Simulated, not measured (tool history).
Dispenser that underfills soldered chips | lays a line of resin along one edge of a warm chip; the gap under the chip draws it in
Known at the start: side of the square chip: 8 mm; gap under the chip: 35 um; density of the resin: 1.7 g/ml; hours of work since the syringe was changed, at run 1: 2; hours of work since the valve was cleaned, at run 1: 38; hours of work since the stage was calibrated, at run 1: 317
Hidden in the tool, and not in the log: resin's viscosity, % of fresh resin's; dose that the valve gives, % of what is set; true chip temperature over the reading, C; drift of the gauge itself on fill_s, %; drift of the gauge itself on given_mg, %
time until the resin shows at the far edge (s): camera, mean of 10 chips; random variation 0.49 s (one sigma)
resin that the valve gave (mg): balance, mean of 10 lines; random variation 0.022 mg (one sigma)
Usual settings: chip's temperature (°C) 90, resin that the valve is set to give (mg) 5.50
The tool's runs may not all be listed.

run   hour  chip's temperature (°C)  resin that the valve is set to give (mg)  hours of work since the syringe was changed  hours of work since the valve was cleaned  hours of work since the stage was calibrated  time until the resin shows at the far edge (s)  resin that the valve gave (mg)
  1    0.0                       90                                      5.50                                            2                                         38                                           317                                            45.1                            5.40
  2    6.2                       90                                      5.50                                            7                                         42                                           321                                            66.9                            5.45
  3   11.2                       90                                      5.50                                           11                                         46                                           325                                            92.0                            5.39
      14.2  -- new syringe of resin
  4   23.1                       90                                      5.50                                            7                                         55                                           333                                            65.2                            5.39
      31.0  -- new syringe of resin
  5   32.2                       85                                      5.50                                            1                                         61                                           340                                            47.4                            5.38
  6   43.6                       85                                      5.50                                            9                                         69                                           348                                            97.3                            5.33
      48.1  -- new syringe of resin
  7   54.2                       85                                      5.50                                            4                                         77                                           356                                            65.1                            5.32
  8   62.7                       85                                      5.50                                           11                                         83                                           362                                           110.2                            5.33
      65.2  -- new syringe of resin
  9   70.6                       85                                      5.50                                            4                                         89                                           368                                            61.1                            5.31
 10   77.2                       85                                      5.50                                            9                                         93                                           372                                            92.0                            5.28
      82.1  -- new syringe of resin
 11   89.9                       83                                      5.50                                            6                                        103                                           381                                            78.1                            5.27
 12   96.9                       83                                      5.50                                           11                                        108                                           387                                           119.6                            5.29
      99.7  -- new syringe of resin
 13  107.9                       83                                      5.40                                            6                                        116                                           394                                            81.6                            5.19
 14  114.7                       83                                      5.40                                           11                                        121                                           399                                           125.9                            5.15
     117.0  -- new syringe of resin
     124.0  -- stage's temperature calibrated
 15  124.2                       90                                      5.50                                            5                                        127                                             0                                            57.5                            5.26
 16  131.2                       90                                      5.50                                           10                                        132                                             5                                            90.6                            5.23
     134.7  -- new syringe of resin
     138.4  -- dispensing valve cleaned and set on the balance
 17  138.4                       78                                      5.50                                            2                                          0                                            10                                            71.2                            5.49
 18  148.0                       78                                      5.50                                            9                                          7                                            17                                           128.5                            5.48
     152.4  -- new syringe of resin
 19  154.1                       78                                      5.50                                            1                                         11                                            21                                            66.7                            5.46
 20  161.2                       79                                      6.90                                            6                                         16                                            26                                            96.0                            6.84
     169.4  -- new syringe of resin
 21  172.1                       79                                      6.90                                            2                                         24                                            34                                            66.1                            6.87
 22  177.7                       77                                      6.59                                            6                                         28                                            38                                            99.3                            6.51
     186.6  -- new syringe of resin
 23  187.9                       77                                      6.59                                            1                                         36                                            45                                            65.9                            6.53
 24  197.1                       89                                      5.77                                            8                                         42                                            52                                            75.9                            5.69
     203.1  -- new syringe of resin
 25  207.8                       95                                      7.06                                            3                                         50                                            60                                            43.0                            6.93
 26  213.7                       95                                      7.06                                            8                                         54                                            64                                            60.6                            6.92
     220.3  -- new syringe of resin
 27  225.4                       85                                      5.80                                            4                                         63                                            72                                            62.9                            5.67
 28  235.8                      101                                      6.15                                           11                                         70                                            80                                            69.4                            6.01
     237.1  -- new syringe of resin
 29  241.6                       90                                      6.40                                            3                                         74                                            84                                            50.3                            6.28
 30  249.4                       82                                      5.22                                            9                                         80                                            90                                           111.6                            5.09
     254.2  -- new syringe of resin
 31  260.2                       90                                      5.49                                            4                                         88                                            97                                            54.7                            5.31
 32  267.5                       90                                      5.49                                           10                                         93                                           103                                            87.3                            5.35
     271.7  -- new syringe of resin
 33  275.7                       96                                      6.30                                            3                                         99                                           108                                            39.8                            6.06
 34  287.8                       77                                      5.50                                           12                                        108                                           117                                           166.8                            5.31
     289.1  -- new syringe of resin
 35  299.9                       77                                      6.76                                            8                                        116                                           126                                           118.6                            6.49
     306.4  -- new syringe of resin
 36  306.6                       98                                      5.65                                            0                                        121                                           131                                            30.3                            5.45

Forecast each of these 3 alternatives for the next run:
  A  316.2                       78                                      7.17                                            7                                        128                                           138                                               ?                               ?
  B  316.2                       86                                      5.65                                            7                                        128                                           138                                               ?                               ?
  C  316.2                       95                                      5.48                                            7                                        128                                           138                                               ?                               ?

run  time until the resin shows at the far edge (s)  resin that the valve gave (mg)
  A                                           104.2                            6.87
  B                                            79.1                            5.36
  C                                            59.7                            5.21
Without the tool's hidden state the same runs would have given:
run  time until the resin shows at the far edge (s)  resin that the valve gave (mg)
  A                                            57.4                            7.19
  B                                            43.1                            5.61
  C                                            32.6                            5.45
